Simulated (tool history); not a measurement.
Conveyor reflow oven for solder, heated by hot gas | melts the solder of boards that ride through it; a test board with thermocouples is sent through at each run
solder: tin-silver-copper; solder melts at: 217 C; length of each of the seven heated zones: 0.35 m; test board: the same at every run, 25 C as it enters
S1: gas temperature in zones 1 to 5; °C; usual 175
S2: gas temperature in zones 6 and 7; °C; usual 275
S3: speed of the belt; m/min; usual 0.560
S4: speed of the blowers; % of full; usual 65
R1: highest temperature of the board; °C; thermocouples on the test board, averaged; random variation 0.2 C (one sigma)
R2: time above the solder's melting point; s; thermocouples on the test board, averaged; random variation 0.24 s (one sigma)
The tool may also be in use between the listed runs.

run	hour	S1	S2	S3	S4	R1	R2
1	0.0	175	275	0.560	65	249.8	52.4
2	43.6	175	275	0.560	65	249.9	52.7
3	138.2	175	275	0.560	54	244.3	46.1
4	187.8	175	275	0.560	54	244.0	45.9
5	269.8	175	275	0.560	65	249.7	52.9
6	333.0	175	275	0.560	65	249.9	52.5
7	373.7	175	275	0.560	65	249.9	52.3
8	430.5	175	275	0.560	65	250.0	52.6
9	502.9	175	275	0.560	65	250.1	52.5
10	559.4	175	275	0.560	85	257.3	59.4
11	614.4	168	275	0.560	65	248.2	48.6
12	669.7	175	275	0.560	65	250.2	52.8
13	717.6	175	275	0.560	65	250.1	52.5
14	765.6	175	275	0.560	65	250.3	52.6
15	849.3	175	275	0.560	65	250.2	52.6
16	935.4	175	273	0.560	65	248.3	51.2
17	1013.1	175	273	0.560	65	248.4	51.7
18	1104.3	175	273	0.560	65	248.5	51.1
19	1156.9	175	273	0.560	65	248.8	51.6
20	1213.1	175	265	0.560	73	245.3	49.4
21	1257.0	172	280	0.456	54	256.1	69.7
22	1345.4	182	277	0.610	75	254.2	53.7
23	1417.0	182	264	0.593	67	241.7	44.6
24	1488.2	175	275	0.500	82	260.4	68.6
25	1535.1	175	275	0.500	82	260.0	68.9
26	1599.2	174	277	0.605	68	249.4	47.4
27	1661.4	179	275	0.559	65	250.7	54.6
28	1739.5	183	275	0.624	53	240.0	38.7
29	1828.6	174	275	0.620	51	236.5	31.8
30	1878.8	177	275	0.565	60	247.1	50.3

Taken out of this log: 4 entries between the listed runs. Where each belongs, and how the hidden state differs across it:
Between runs 2 and 3: flux residue cleaned out of gas plates and filters (hour 97.8)
  heat that the gas passes to the board, % of a clean oven's: 99.7 -> 100
Between runs 12 and 13: belt drive overhauled, speed set with a stopwatch (hour 703.8)
  belt's true speed, % of the reading: 99.82 -> 100
Between runs 17 and 18: flux residue cleaned out of gas plates and filters (hour 1073.3)
  heat that the gas passes to the board, % of a clean oven's: 99.8 -> 99.9; belt's true speed, % of the reading: 99.99 -> 99.98; true gas temperature in zones 6 and 7 over the reading, C: 0.13 -> 0.14
Between runs 19 and 20: thermocouples of zones 6 and 7 changed (hour 1181.3)
  true gas temperature in zones 6 and 7 over the reading, C: 0.14 -> -0.01
